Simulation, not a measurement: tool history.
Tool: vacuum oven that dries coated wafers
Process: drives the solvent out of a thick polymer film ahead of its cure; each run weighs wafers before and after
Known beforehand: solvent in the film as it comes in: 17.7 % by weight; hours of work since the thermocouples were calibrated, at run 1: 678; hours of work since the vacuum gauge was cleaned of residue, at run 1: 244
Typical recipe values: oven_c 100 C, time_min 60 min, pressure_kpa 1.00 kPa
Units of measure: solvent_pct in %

run,hour,oven_c,time_min,pressure_kpa,hours of work since the thermocouples were calibrated,hours of work since the vacuum gauge was cleaned of residue,solvent_pct
1,0.0,100,60,1.00,678,244,2.65
2,11.2,100,60,1.00,685,251,2.50
3,17.4,100,60,1.00,689,255,2.58
4,25.8,100,60,1.00,694,261,2.61
5,32.1,100,60,1.00,698,265,2.66
6,41.0,100,60,1.00,704,270,2.54
7,52.3,100,60,1.00,711,277,2.57
8,62.9,97,54,1.00,718,284,3.69
9,71.1,92,60,0.51,723,289,4.32
10,82.8,92,60,0.51,730,297,4.30
11,90.6,109,55,1.40,735,302,1.60
12,96.5,109,55,1.40,739,306,1.47
13,104.5,99,35,1.43,744,311,5.39

Predict each of these 5 candidate next runs independently; none follows another, all start after run 13:
A,112.0,94,60,1.00,749,315,?
B,112.0,115,32,2.56,749,315,?
C,112.0,108,52,1.00,749,315,?
D,112.0,93,60,1.00,749,315,?
E,112.0,99,88,1.43,749,315,?

run,solvent_pct
A,4.16
B,2.39
C,1.47
D,4.44
E,2.15
Take away the tool's hidden state, keep each run's random variation, and the runs would have read:
run,solvent_pct
A,4.48
B,2.58
C,1.59
D,4.77
E,2.28

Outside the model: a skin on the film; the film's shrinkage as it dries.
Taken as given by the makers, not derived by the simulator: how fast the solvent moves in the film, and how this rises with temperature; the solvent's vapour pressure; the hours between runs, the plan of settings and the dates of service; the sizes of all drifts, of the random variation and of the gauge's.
